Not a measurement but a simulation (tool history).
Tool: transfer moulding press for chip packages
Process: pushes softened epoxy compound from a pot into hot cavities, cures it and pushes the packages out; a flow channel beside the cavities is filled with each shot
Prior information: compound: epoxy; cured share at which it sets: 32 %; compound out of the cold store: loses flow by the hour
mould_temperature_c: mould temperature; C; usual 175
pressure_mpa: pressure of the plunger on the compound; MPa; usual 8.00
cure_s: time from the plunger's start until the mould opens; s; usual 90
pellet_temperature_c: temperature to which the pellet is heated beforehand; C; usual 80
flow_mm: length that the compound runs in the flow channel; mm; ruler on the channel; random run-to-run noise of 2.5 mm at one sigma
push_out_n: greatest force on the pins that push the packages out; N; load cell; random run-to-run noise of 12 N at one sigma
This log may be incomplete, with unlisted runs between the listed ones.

run	day	mould_temperature_c	pressure_mpa	cure_s	pellet_temperature_c	incoming compound's hours out of the cold store	flow_mm	push_out_n
1	0.000	175	8.00	90	80	16.6	811	711
# day 1.025: plunger's sealing rings changed
# day 1.646: cavities cleaned with cleaning compound and waxed
2	3.312	175	8.00	90	80	20.6	831	832
# day 3.954: cavities cleaned with cleaning compound and waxed
3	5.304	175	8.00	90	80	14.8	850	801
# day 6.338: cavities cleaned with cleaning compound and waxed
# day 8.783: cavities cleaned with cleaning compound and waxed
4	9.571	175	8.00	90	80	10.7	847	741
# day 11.317: cavities cleaned with cleaning compound and waxed
5	12.962	175	8.00	90	80	40.5	737	779
# day 13.683: cavities cleaned with cleaning compound and waxed
# day 16.050: plunger's sealing rings changed
# day 16.112: cavities cleaned with cleaning compound and waxed
6	17.200	175	8.00	90	80	27.1	819	819
# day 18.438: cavities cleaned with cleaning compound and waxed
7	20.450	175	8.00	90	80	37.4	772	861
# day 20.829: cavities cleaned with cleaning compound and waxed
# day 23.142: cavities cleaned with cleaning compound and waxed
8	24.288	175	8.00	90	76	8.7	867	810
# day 25.696: cavities cleaned with cleaning compound and waxed
9	27.508	175	8.00	99	86	19.7	813	726
# day 28.100: cavities cleaned with cleaning compound and waxed
# day 30.067: mould's thermocouples calibrated
10	30.212	181	8.02	128	86	17.2	794	583
# day 30.833: cavities cleaned with cleaning compound and waxed
# day 31.158: plunger's sealing rings changed
# day 33.475: cavities cleaned with cleaning compound and waxed
11	33.521	181	8.02	128	86	47.5	736	399
# day 36.129: cavities cleaned with cleaning compound and waxed
12	36.717	175	8.08	90	70	37.2	771	661
# day 38.525: cavities cleaned with cleaning compound and waxed
# day 40.883: cavities cleaned with cleaning compound and waxed
13	40.883	175	8.08	90	70	45.5	733	563

Predict each of these 4 candidate next runs independently; none follows another, all start after run 13:
# day 43.358: cavities cleaned with cleaning compound and waxed
A	43.504	175	7.90	90	80	15.7	?	?
# day 43.358: cavities cleaned with cleaning compound and waxed
B	43.504	170	9.83	87	70	18.3	?	?
# day 43.358: cavities cleaned with cleaning compound and waxed
C	43.504	175	7.90	90	80	13.3	?	?
# day 43.358: cavities cleaned with cleaning compound and waxed
D	43.504	173	8.71	90	83	31.0	?	?

run	flow_mm	push_out_n
A	814	634
B	912	996
C	819	652
D	806	688
Without the tool's unlogged condition, the same runs would have read:
run	flow_mm	push_out_n
A	856	572
B	959	892
C	861	588
D	848	619
